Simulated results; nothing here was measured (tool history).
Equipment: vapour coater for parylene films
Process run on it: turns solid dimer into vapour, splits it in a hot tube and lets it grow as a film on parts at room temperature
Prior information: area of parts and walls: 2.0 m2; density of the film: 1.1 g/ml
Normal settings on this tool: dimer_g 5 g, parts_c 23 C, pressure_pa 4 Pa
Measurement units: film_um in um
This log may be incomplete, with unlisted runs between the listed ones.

run,hour,dimer_g,parts_c,pressure_pa,film_um
1,0,5,23,4,1.48
2,25.2,5,17,4,1.85
3,48.7,5,17,4,1.82
4,69.9,5,17,4,1.84
5,93.3,5,17,4,1.84
6,119.2,5,17,4,1.83
7,146.9,5,17,4,1.94
8,162,5,17,4,1.95
9,173,4,22,2.9,1.41
10,191.6,4,22,2.9,1.36
11,203.9,7,23,8.29,1.89
12,222,8,18,6.49,2.69
13,247.6,8,29,4.49,1.96
14,274.5,6,20,4,2.06
15,288.5,7,23,2.53,2.36
16,314.7,7,23,2.53,2.35

Not shown: 1 entry that the log had between the listed runs. Between which runs, and how does the tool's hidden state differ before and after?
Between runs 6 and 7: trap's valve overhauled (hour 145.4)
  vapour lost through the trap's worn valve, %: 6.1 -> 0.3; true temperature of the parts over the reading, C: 0.14 -> 0.15
  measured value less the no-hidden-state value, film_um: -0.13 -> -0.02 um

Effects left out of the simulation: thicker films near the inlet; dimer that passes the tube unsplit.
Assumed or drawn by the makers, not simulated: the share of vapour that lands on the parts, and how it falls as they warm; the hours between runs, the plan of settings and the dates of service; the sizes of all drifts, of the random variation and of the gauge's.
